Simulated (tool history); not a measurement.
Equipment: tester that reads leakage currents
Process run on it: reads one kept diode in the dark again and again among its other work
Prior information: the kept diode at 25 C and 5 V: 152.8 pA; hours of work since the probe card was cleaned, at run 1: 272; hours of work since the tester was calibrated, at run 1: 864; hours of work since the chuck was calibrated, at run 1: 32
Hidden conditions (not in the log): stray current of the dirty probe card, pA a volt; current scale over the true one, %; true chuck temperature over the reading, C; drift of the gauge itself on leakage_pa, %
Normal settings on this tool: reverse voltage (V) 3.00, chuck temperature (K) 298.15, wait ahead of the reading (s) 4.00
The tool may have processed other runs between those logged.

run	hour	reverse voltage (V)	chuck temperature (K)	wait ahead of the reading (s)	hours of work since the probe card was cleaned	hours of work since the tester was calibrated	hours of work since the chuck was calibrated	current that the tester gives (pA)
1	0.0	3.00	298.15	4.00	272	864	32	120.73
2	19.7	3.00	298.15	4.00	283	875	43	121.69
3	49.5	3.00	298.15	4.00	300	892	60	121.11
4	71.9	3.00	298.15	4.76	313	904	73	121.49
5	98.0	3.00	298.15	4.76	328	919	88	121.63
6	116.9	3.00	298.15	4.76	338	930	98	121.36
7	141.5	3.00	298.15	4.76	352	944	112	121.47
8	161.4	3.00	298.15	4.76	364	955	124	122.74
9	179.2	3.00	298.15	4.76	374	965	134	122.54
10	199.4	3.00	298.15	4.76	385	977	145	122.23
11	232.0	3.00	298.15	4.76	404	995	164	123.86
12	256.7	3.00	298.15	4.00	418	1009	178	123.80
13	291.1	3.00	311.15	4.00	437	1029	197	314.08
14	321.9	3.00	311.15	4.00	454	1046	215	318.00
15	359.5	8.20	298.15	4.00	476	1067	236	207.76
16	397.9	8.20	298.15	4.00	498	1089	258	208.51
17	430.1	8.20	298.15	4.00	516	1107	276	208.28
18	446.6	3.00	298.15	0.32	525	1117	285	128.39
19	465.7	3.00	330.15	4.00	536	1128	296	1107.34
20	495.7	3.00	298.15	1.20	553	1145	313	126.70
21	531.4	1.02	303.15	1.20	573	1165	333	106.90
22	549.9	7.74	312.15	1.20	584	1175	344	554.50
23	576.0	7.74	312.15	1.20	598	1190	358	556.31
24	605.5	7.74	312.15	1.20	615	1207	375	555.04
25	627.1	3.00	298.15	2.49	627	1219	387	128.37
26	662.2	14.22	293.15	0.34	647	1239	407	209.85
27	679.1	2.04	302.15	2.21	657	1248	417	142.79
28	708.2	1.23	307.15	7.80	673	1265	433	158.23
29	728.4	1.42	299.15	7.80	685	1276	445	95.63
30	758.4	2.76	305.15	1.26	702	1293	462	206.48
31	797.0	2.76	305.15	1.26	724	1315	484	207.42
32	815.8	3.00	297.15	4.00	734	1326	494	120.97
33	836.4	3.00	297.15	4.00	746	1338	506	121.04
34	854.7	5.55	321.15	0.71	756	1348	516	877.22
35	886.0	5.55	321.15	0.71	774	1366	534	874.92
36	907.2	2.04	298.15	7.91	786	1378	546	108.05
37	923.7	9.19	298.15	7.91	795	1387	556	233.33

Had the tool no unlogged condition, and each run kept its random variation, what would the results have been?
run	current that the tester gives (pA)
1	119.16
2	119.88
3	118.96
4	119.07
5	118.90
6	118.43
7	118.24
8	119.27
9	118.87
10	118.33
11	119.56
12	119.24
13	305.06
14	308.10
15	196.29
16	196.20
17	195.33
18	121.72
19	1071.54
20	119.43
21	101.69
22	526.30
23	527.01
24	524.63
25	119.50
26	187.44
27	133.56
28	148.80
29	88.90
30	192.33
31	192.60
32	110.41
33	110.27
34	822.35
35	818.45
36	98.46
37	207.48
